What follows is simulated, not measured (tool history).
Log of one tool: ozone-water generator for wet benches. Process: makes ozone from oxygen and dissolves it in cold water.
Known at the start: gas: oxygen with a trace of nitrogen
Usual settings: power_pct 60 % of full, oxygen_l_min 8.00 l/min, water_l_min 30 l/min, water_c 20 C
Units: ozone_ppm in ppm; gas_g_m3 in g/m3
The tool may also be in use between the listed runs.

run 1 hour=0.0 | power_pct=60 oxygen_l_min=8.00 water_l_min=30 water_c=20 | ozone_ppm=25.4 gas_g_m3=236.5
run 2 hour=34.8 | power_pct=60 oxygen_l_min=8.00 water_l_min=30 water_c=20 | ozone_ppm=25.3 gas_g_m3=234.7
run 3 hour=64.4 | power_pct=60 oxygen_l_min=8.00 water_l_min=30 water_c=20 | ozone_ppm=25.3 gas_g_m3=234.6
run 4 hour=91.9 | power_pct=60 oxygen_l_min=8.00 water_l_min=30 water_c=20 | ozone_ppm=25.1 gas_g_m3=232.7
run 5 hour=139.0 | power_pct=60 oxygen_l_min=6.90 water_l_min=30 water_c=20 | ozone_ppm=24.6 gas_g_m3=248.0
run 6 hour=173.2 | power_pct=60 oxygen_l_min=6.90 water_l_min=30 water_c=20 | ozone_ppm=24.6 gas_g_m3=248.8
run 7 hour=217.7 | power_pct=60 oxygen_l_min=5.98 water_l_min=30 water_c=20 | ozone_ppm=23.8 gas_g_m3=263.2
run 8 hour=239.3 | power_pct=60 oxygen_l_min=5.98 water_l_min=30 water_c=20 | ozone_ppm=23.7 gas_g_m3=261.2
run 9 hour=285.1 | power_pct=60 oxygen_l_min=5.98 water_l_min=30 water_c=20 | ozone_ppm=23.8 gas_g_m3=261.1
run 10 hour=323.0 | power_pct=60 oxygen_l_min=5.98 water_l_min=30 water_c=20 | ozone_ppm=23.9 gas_g_m3=262.3
run 11 hour=360.8 | power_pct=60 oxygen_l_min=8.00 water_l_min=30 water_c=20 | ozone_ppm=25.1 gas_g_m3=233.8
run 12 hour=383.4 | power_pct=60 oxygen_l_min=8.00 water_l_min=30 water_c=20 | ozone_ppm=25.1 gas_g_m3=231.7
run 13 hour=428.0 | power_pct=88 oxygen_l_min=8.00 water_l_min=30 water_c=20 | ozone_ppm=31.0 gas_g_m3=288.1
run 14 hour=470.6 | power_pct=60 oxygen_l_min=8.01 water_l_min=28 water_c=20 | ozone_ppm=26.4 gas_g_m3=232.5
run 15 hour=514.2 | power_pct=60 oxygen_l_min=8.01 water_l_min=28 water_c=20 | ozone_ppm=26.1 gas_g_m3=231.1
run 16 hour=551.9 | power_pct=78 oxygen_l_min=11.27 water_l_min=45 water_c=23 | ozone_ppm=21.8 gas_g_m3=235.8
run 17 hour=589.2 | power_pct=60 oxygen_l_min=8.00 water_l_min=23 water_c=20 | ozone_ppm=29.8 gas_g_m3=231.9
run 18 hour=637.0 | power_pct=60 oxygen_l_min=5.52 water_l_min=39 water_c=20 | ozone_ppm=18.7 gas_g_m3=269.9
run 19 hour=684.9 | power_pct=42 oxygen_l_min=9.29 water_l_min=39 water_c=20 | ozone_ppm=17.4 gas_g_m3=180.0
run 20 hour=712.6 | power_pct=42 oxygen_l_min=9.29 water_l_min=39 water_c=20 | ozone_ppm=17.3 gas_g_m3=176.9
run 21 hour=738.7 | power_pct=42 oxygen_l_min=9.29 water_l_min=39 water_c=20 | ozone_ppm=17.2 gas_g_m3=180.3
run 22 hour=782.4 | power_pct=62 oxygen_l_min=8.00 water_l_min=43 water_c=20 | ozone_ppm=19.8 gas_g_m3=235.5
run 23 hour=813.8 | power_pct=45 oxygen_l_min=8.00 water_l_min=30 water_c=13 | ozone_ppm=23.6 gas_g_m3=196.8
run 24 hour=837.3 | power_pct=45 oxygen_l_min=8.00 water_l_min=30 water_c=13 | ozone_ppm=23.4 gas_g_m3=197.3
run 25 hour=864.3 | power_pct=84 oxygen_l_min=11.58 water_l_min=30 water_c=20 | ozone_ppm=31.3 gas_g_m3=239.5
run 26 hour=912.4 | power_pct=53 oxygen_l_min=8.36 water_l_min=39 water_c=14 | ozone_ppm=20.8 gas_g_m3=213.3

Taken out of this log: 2 entries between the listed runs. Where each belongs, and how the hidden state differs across it:
Between runs 8 and 9: water thermometer calibrated (hour 242.3)
  yield of the discharge, % of new electrodes': 97.3 -> 97.2; true water temperature over the reading, C: 0.06 -> 0.1
  measured less the result without the state, ozone_ppm: -1.4 -> -1.5 ppm; gas_g_m3: -6.6 -> -6.8 g/m3
Between runs 13 and 14: water thermometer calibrated, once more (hour 464.5)
  yield of the discharge, % of new electrodes': 97 -> 96.9; true water temperature over the reading, C: 0.1 -> -0.06
  measured less the result without the state, ozone_ppm: -2.2 -> -1.6 ppm; gas_g_m3: -10.0 -> -6.7 g/m3

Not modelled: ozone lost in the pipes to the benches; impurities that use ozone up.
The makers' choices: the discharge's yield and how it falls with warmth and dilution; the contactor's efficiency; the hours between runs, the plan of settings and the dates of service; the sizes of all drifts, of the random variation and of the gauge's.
